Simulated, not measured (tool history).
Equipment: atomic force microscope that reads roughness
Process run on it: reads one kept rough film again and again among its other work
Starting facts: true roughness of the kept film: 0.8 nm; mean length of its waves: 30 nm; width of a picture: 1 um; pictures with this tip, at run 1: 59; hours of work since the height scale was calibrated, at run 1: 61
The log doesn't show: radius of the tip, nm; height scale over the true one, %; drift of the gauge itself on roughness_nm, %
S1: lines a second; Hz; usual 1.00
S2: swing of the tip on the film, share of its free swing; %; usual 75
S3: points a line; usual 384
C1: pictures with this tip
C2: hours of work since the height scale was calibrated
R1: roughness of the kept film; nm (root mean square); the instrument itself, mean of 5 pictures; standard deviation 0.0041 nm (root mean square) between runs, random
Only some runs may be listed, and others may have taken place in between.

Run 1, hour 0.0: usual settings; C1 59; C2 61. Result: R1 0.735 nm (root mean square).
Run 2, hour 7.5: usual settings; C1 67; C2 66. Result: R1 0.734 nm (root mean square).
Run 3, hour 16.2: usual settings; C1 76; C2 72. Result: R1 0.731 nm (root mean square).
Run 4, hour 27.6: usual settings but S1 0.97 Hz; C1 89; C2 81. Result: R1 0.728 nm (root mean square).
Run 5, hour 39.0: usual settings but S1 1.90 Hz; C1 101; C2 88. Result: R1 0.699 nm (root mean square).
Run 6, hour 48.4: usual settings but S1 1.99 Hz; C1 111; C2 95. Result: R1 0.689 nm (root mean square).
Run 7, hour 57.4: usual settings but S1 1.99 Hz; C1 120; C2 101. Result: R1 0.698 nm (root mean square).
Run 8, hour 67.2: usual settings but S1 1.99 Hz; C1 131; C2 108. Result: R1 0.691 nm (root mean square).
Run 9, hour 73.9: usual settings; C1 138; C2 113. Result: R1 0.722 nm (root mean square).
Run 10, hour 82.7: usual settings; C1 147; C2 119. Result: R1 0.721 nm (root mean square).
Run 11, hour 92.3: usual settings but S2 83 %; C1 157; C2 126. Result: R1 0.708 nm (root mean square).
Run 12, hour 98.8: usual settings but S2 83 %; C1 164; C2 130. Result: R1 0.709 nm (root mean square).
Run 13, hour 107.0: usual settings but S2 83 %; C1 173; C2 136. Result: R1 0.699 nm (root mean square).
Run 14, hour 115.7: usual settings but S2 83 %; C1 182; C2 142. Result: R1 0.697 nm (root mean square).
Run 15, hour 124.4: usual settings; C1 192; C2 148. Result: R1 0.710 nm (root mean square).
Run 16, hour 129.6: usual settings; C1 197; C2 152. Result: R1 0.719 nm (root mean square).
Run 17, hour 141.1: usual settings; C1 209; C2 160. Result: R1 0.720 nm (root mean square).
Run 18, hour 150.3: usual settings; C1 219; C2 166. Result: R1 0.708 nm (root mean square).
At hour 151.8: new tip fitted.
Run 19, hour 160.1: usual settings; C1 9; C2 173. Result: R1 0.735 nm (root mean square).
At hour 161.9: height scale calibrated on a step standard.
Run 20, hour 172.3: usual settings but S2 66 %; C1 21; C2 7. Result: R1 0.754 nm (root mean square).
Run 21, hour 180.2: usual settings but S2 66 %; C1 29; C2 13. Result: R1 0.751 nm (root mean square).
Run 22, hour 185.6: usual settings but S1 0.75 Hz, S2 66 %; C1 35; C2 17. Result: R1 0.745 nm (root mean square).
Run 23, hour 195.0: usual settings but S1 3.22 Hz, S2 81 %, S3 439; C1 45; C2 23. Result: R1 0.640 nm (root mean square).
Run 24, hour 203.1: usual settings but S2 80 %, S3 710; C1 54; C2 29. Result: R1 0.726 nm (root mean square).
Run 25, hour 212.3: usual settings but S2 80 %, S3 710; C1 64; C2 35. Result: R1 0.720 nm (root mean square).
Run 26, hour 220.6: usual settings but S2 80 %, S3 710; C1 72; C2 41. Result: R1 0.731 nm (root mean square).
At hour 230.4: height scale calibrated on a step standard, once more.
Run 27, hour 232.0: usual settings but S2 80 %, S3 710; C1 84; C2 1. Result: R1 0.724 nm (root mean square).
Run 28, hour 241.7: usual settings but S2 87 %, S3 455; C1 94; C2 8. Result: R1 0.706 nm (root mean square).
Run 29, hour 250.4: usual settings but S1 0.69 Hz, S3 746; C1 103; C2 14. Result: R1 0.747 nm (root mean square).
Run 30, hour 262.1: usual settings but S1 0.69 Hz, S3 746; C1 116; C2 22. Result: R1 0.740 nm (root mean square).
Run 31, hour 274.3: usual settings but S1 0.69 Hz, S2 83 %, S3 899; C1 129; C2 31. Result: R1 0.727 nm (root mean square).
Run 32, hour 280.6: usual settings but S1 0.81 Hz, S2 71 %; C1 135; C2 35. Result: R1 0.729 nm (root mean square).
Run 33, hour 291.9: usual settings but S2 86 %; C1 147; C2 43. Result: R1 0.701 nm (root mean square).
Run 34, hour 299.8: usual settings but S1 0.61 Hz, S2 86 %, S3 378; C1 156; C2 49. Result: R1 0.715 nm (root mean square).
Run 35, hour 305.6: usual settings but S1 0.61 Hz, S2 86 %, S3 378; C1 162; C2 53. Result: R1 0.717 nm (root mean square).
Run 36, hour 316.0: usual settings but S1 0.61 Hz, S2 86 %, S3 378; C1 173; C2 60. Result: R1 0.718 nm (root mean square).
Run 37, hour 324.9: usual settings but S1 1.27 Hz, S2 86 %, S3 807; C1 182; C2 66. Result: R1 0.688 nm (root mean square).
Run 38, hour 333.1: usual settings but S2 56 %, S3 438; C1 191; C2 72. Result: R1 0.740 nm (root mean square).
Run 39, hour 340.3: usual settings but S1 2.03 Hz, S2 59 %, S3 418; C1 199; C2 77. Result: R1 0.715 nm (root mean square).
Run 40, hour 352.6: usual settings but S1 1.48 Hz, S2 81 %, S3 418; C1 212; C2 85. Result: R1 0.688 nm (root mean square).
At hour 360.6: new tip fitted.
Run 41, hour 362.2: usual settings but S1 1.48 Hz, S2 62 %, S3 562; C1 2; C2 92. Result: R1 0.748 nm (root mean square).
Run 42, hour 367.6: usual settings but S1 1.48 Hz, S2 62 %, S3 562; C1 7; C2 96. Result: R1 0.744 nm (root mean square).

4 options for the next run, each taken on its own from the tool as it stands now. Forecast them:
Run A, hour 377.9: usual settings but S1 1.39 Hz, S3 357; C1 18; C2 103. Result: R1 ?.
Run B, hour 377.9: usual settings but S1 3.29 Hz, S2 81 %; C1 18; C2 103. Result: R1 ?.
Run C, hour 377.9: usual settings but S1 1.48 Hz, S2 62 %, S3 585; C1 18; C2 103. Result: R1 ?.
Run D, hour 377.9: usual settings but S1 2.66 Hz, S2 67 %, S3 992; C1 18; C2 103. Result: R1 ?.

run     R1
  A  0.726
  B  0.637
  C  0.740
  D  0.721
Stripped of hidden state, with their random variation kept, the same runs would have yielded:
run     R1
  A  0.731
  B  0.641
  C  0.745
  D  0.725
